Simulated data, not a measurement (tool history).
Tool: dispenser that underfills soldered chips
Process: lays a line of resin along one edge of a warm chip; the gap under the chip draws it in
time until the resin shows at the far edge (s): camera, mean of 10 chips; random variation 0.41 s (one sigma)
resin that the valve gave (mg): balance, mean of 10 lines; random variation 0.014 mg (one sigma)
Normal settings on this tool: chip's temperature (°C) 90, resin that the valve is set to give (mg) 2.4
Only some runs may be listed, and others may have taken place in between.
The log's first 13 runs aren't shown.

| run | hour | chip's temperature (°C) | resin that the valve is set to give (mg) | time until the resin shows at the far edge (s) | resin that the valve gave (mg) |
|---|---|---|---|---|---|
|  | 176.5 | new syringe of resin |
| 14 | 182.1 | 90 | 2.92 | 43 | 2.89 |
|  | 187.7 | new syringe of resin |
| 15 | 192.3 | 90 | 2.92 | 40.8 | 2.89 |
|  | 199.3 | new syringe of resin |
| 16 | 208.5 | 76 | 2.92 | 96.1 | 2.85 |
|  | 211.2 | new syringe of resin |
|  | 222.7 | new syringe of resin |
| 17 | 223.9 | 90 | 2.4 | 33.4 | 2.35 |
| 18 | 233 | 77 | 2.78 | 94.8 | 2.69 |
|  | 234.6 | new syringe of resin |
|  | 240.7 | stage's temperature calibrated |
|  | 247.6 | new syringe of resin |
| 19 | 248.8 | 77 | 2.78 | 49.9 | 2.64 |
|  | 258.4 | new syringe of resin |
| 20 | 258.4 | 104 | 2.69 | 17.7 | 2.57 |
|  | 269.3 | new syringe of resin |
| 21 | 271.8 | 100 | 3.01 | 23.9 | 2.84 |
|  | 280.4 | new syringe of resin |
| 22 | 285.2 | 100 | 3.01 | 27.3 | 2.84 |
|  | 291.7 | new syringe of resin |
| 23 | 295.2 | 100 | 3.01 | 24.5 | 2.82 |
|  | 302.9 | new syringe of resin |
| 24 | 306 | 100 | 3.01 | 24.5 | 2.82 |
|  | 314.3 | new syringe of resin |
| 25 | 323.2 | 100 | 2.33 | 34.5 | 2.13 |
|  | 325.8 | new syringe of resin |
|  | 326.8 | dispensing valve cleaned and set on the balance |
|  | 338.7 | new syringe of resin |
| 26 | 340 | 91 | 2.39 | 30.3 | 2.36 |
|  | 349.6 | new syringe of resin |
| 27 | 349.8 | 91 | 2.39 | 27.7 | 2.39 |
|  | 361.1 | new syringe of resin |
| 28 | 366.2 | 91 | 2.5 | 38.3 | 2.44 |
|  | 372.6 | new syringe of resin |
| 29 | 381.4 | 102 | 2.86 | 33.8 | 2.77 |
|  | 384.2 | new syringe of resin |
|  | 395.4 | new syringe of resin |
| 30 | 396.3 | 102 | 2.45 | 20.2 | 2.33 |
| 31 | 405.8 | 102 | 2.45 | 36.4 | 2.34 |
|  | 407.4 | new syringe of resin |
|  | 419.3 | new syringe of resin |
| 32 | 422.4 | 102 | 2.45 | 23.5 | 2.33 |
|  | 430.6 | new syringe of resin |
| 33 | 439.1 | 99 | 2.98 | 35.4 | 2.8 |

Branching from run 33: 4 alternative next runs. What would each branch give?
|  | 441.9 | new syringe of resin |
|  | 454.1 | new syringe of resin |
| A | 455.7 | 79 | 2.15 | ? | ? |
|  | 441.9 | new syringe of resin |
|  | 454.1 | new syringe of resin |
| B | 455.7 | 91 | 2.98 | ? | ? |
|  | 441.9 | new syringe of resin |
|  | 454.1 | new syringe of resin |
| C | 455.7 | 99 | 2.72 | ? | ? |
|  | 441.9 | new syringe of resin |
|  | 454.1 | new syringe of resin |
| D | 455.7 | 98 | 2.4 | ? | ? |

| run | time until the resin shows at the far edge (s) | resin that the valve gave (mg) |
|---|---|---|
| A | 50.5 | 2.02 |
| B | 31.7 | 2.77 |
| C | 23.6 | 2.55 |
| D | 24.7 | 2.21 |
With no hidden state in the tool, these same runs would have given:
| run | time until the resin shows at the far edge (s) | resin that the valve gave (mg) |
|---|---|---|
| A | 44.1 | 2.17 |
| B | 28.1 | 2.97 |
| C | 20.9 | 2.74 |
| D | 21.8 | 2.38 |
